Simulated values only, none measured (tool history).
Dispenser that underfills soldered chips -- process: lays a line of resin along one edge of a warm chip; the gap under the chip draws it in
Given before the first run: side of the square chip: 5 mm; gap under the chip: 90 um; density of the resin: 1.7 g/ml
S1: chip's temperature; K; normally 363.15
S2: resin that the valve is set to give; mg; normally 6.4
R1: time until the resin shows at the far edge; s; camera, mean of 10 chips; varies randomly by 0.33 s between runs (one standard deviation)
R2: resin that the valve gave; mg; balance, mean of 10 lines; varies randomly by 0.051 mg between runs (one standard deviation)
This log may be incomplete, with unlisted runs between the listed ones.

run	hour	S1	S2	R1	R2
1	0	363.15	6.4	17.5	6.1
2	5.4	363.15	6.4	22.6	6.11
# hour 11.6: new syringe of resin
3	13.7	364.15	6.4	15	6.07
4	23.6	363.15	6.4	24.6	6.07
# hour 28.7: new syringe of resin
5	31.6	363.15	6.4	16.7	5.99
# hour 33.4: dispensing valve cleaned and set on the balance
6	42	369.15	6.4	18.1	6.41
# hour 46.7: new syringe of resin
7	46.7	363.15	6.4	13.7	6.4
8	52	356.15	6.4	23	6.3
9	58.6	363.15	5.71	23.9	5.63
# hour 64.1: new syringe of resin
10	64.1	363.15	5.45	14.3	5.33
11	74	363.15	5.45	22.7	5.34
# hour 81.5: new syringe of resin
12	83.7	363.15	6.4	15.1	6.25
13	91.1	363.15	6.4	21.5	6.23
# hour 98.7: new syringe of resin
14	100.1	364.15	6.4	14.3	6.15
15	105.6	364.15	6.4	17.8	6.23
16	111.4	367.15	6.81	20.8	6.54
# hour 115.8: new syringe of resin
17	118.3	367.15	6.81	13	6.46
18	123.3	367.15	7.52	16.6	7.05
19	127.7	366.15	5.6	21.4	5.3
20	132.3	366.15	5.6	26.7	5.32

Run 21 comes next. What will it give?
# hour 133.5: new syringe of resin
21	142.6	366.15	5.6	?	?

For run 21 the tool returned R1 19.4 s, R2 5.23 mg.
Had the tool carried no hidden state, the very same run would have given R1 12.5 s, R2 5.58 mg.

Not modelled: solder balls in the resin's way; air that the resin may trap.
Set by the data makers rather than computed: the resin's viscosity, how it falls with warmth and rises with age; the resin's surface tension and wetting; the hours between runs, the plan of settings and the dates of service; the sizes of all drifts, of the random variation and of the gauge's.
